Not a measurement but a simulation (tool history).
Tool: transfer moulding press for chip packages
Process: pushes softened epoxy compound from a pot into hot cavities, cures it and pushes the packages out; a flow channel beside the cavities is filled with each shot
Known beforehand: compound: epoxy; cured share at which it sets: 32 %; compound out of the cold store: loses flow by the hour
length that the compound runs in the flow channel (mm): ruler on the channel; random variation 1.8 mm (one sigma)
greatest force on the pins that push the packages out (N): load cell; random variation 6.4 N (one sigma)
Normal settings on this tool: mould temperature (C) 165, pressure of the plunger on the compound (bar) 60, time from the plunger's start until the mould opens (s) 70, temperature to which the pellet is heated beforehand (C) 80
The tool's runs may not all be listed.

run	hour	mould temperature (C)	pressure of the plunger on the compound (bar)	time from the plunger's start until the mould opens (s)	temperature to which the pellet is heated beforehand (C)	incoming compound's hours out of the cold store	length that the compound runs in the flow channel (mm)	greatest force on the pins that push the packages out (N)
1	0	165	60	70	80	20.5	748	257
2	8.6	165	60	70	80	33.9	703	257
3	17.1	166	60	70	80	44.9	668	249
4	28.5	165	60	102	80	23.9	736	236
# hour 34.3: cavities cleaned with cleaning compound and waxed
# hour 40.4: plunger's sealing rings changed
5	43	165	60	102	80	23.3	734	225
6	51.8	165	60	77	80	15.9	760	236
7	59	165	60	77	80	45.4	670	248
8	69.5	165	46.1	70	80	16.2	668	255
9	77.8	165	60	70	86	32	708	247
10	83	165	60	70	86	25	729	254
11	88.6	165	60	70	86	13.8	774	248
12	93.9	165	60	70	86	31.3	710	243
13	100.4	165	60	70	80	15	762	266
14	105.8	165	60	70	80	47.8	661	246
15	115.2	165	60	70	80	18.5	757	247
# hour 121: cavities cleaned with cleaning compound and waxed
16	124.8	165	60	70	80	10.6	784	259
17	136.9	158	45.7	79	83	30.7	647	293
18	145.3	158	45.7	79	83	42	614	290
19	155.7	161	51.2	56	72	20	707	488
20	165.7	161	51.2	56	72	12.1	737	502
21	173.4	172	49.6	51	78	24.6	645	285
22	178.8	165	60	104	88	32.1	707	226
23	185.1	169	60	70	82	41.7	667	243
24	191.3	169	60	70	82	15.9	746	239
25	200.8	165	60	97	80	24.4	737	239
# hour 205: cavities cleaned with cleaning compound and waxed
26	212.2	165	52.9	63	72	45.9	629	267
27	222.2	165	59.1	70	80	40.2	682	248
28	228.2	165	59.1	70	80	20.2	744	258
29	238.9	158	60	70	81	17.9	786	376
30	247	160	60	89	81	31.4	731	252

Forecast each of these 3 alternatives for the next run:
A	252.6	162	60	70	80	18.6	?	?
B	252.6	172	60	89	81	41.8	?	?
C	252.6	165	49.4	61	80	28.5	?	?

run	length that the compound runs in the flow channel (mm)	greatest force on the pins that push the packages out (N)
A	766	286
B	656	226
C	657	294
Without the tool's hidden state the same runs would have given:
run	length that the compound runs in the flow channel (mm)	greatest force on the pins that push the packages out (N)
A	766	282
B	656	223
C	657	290

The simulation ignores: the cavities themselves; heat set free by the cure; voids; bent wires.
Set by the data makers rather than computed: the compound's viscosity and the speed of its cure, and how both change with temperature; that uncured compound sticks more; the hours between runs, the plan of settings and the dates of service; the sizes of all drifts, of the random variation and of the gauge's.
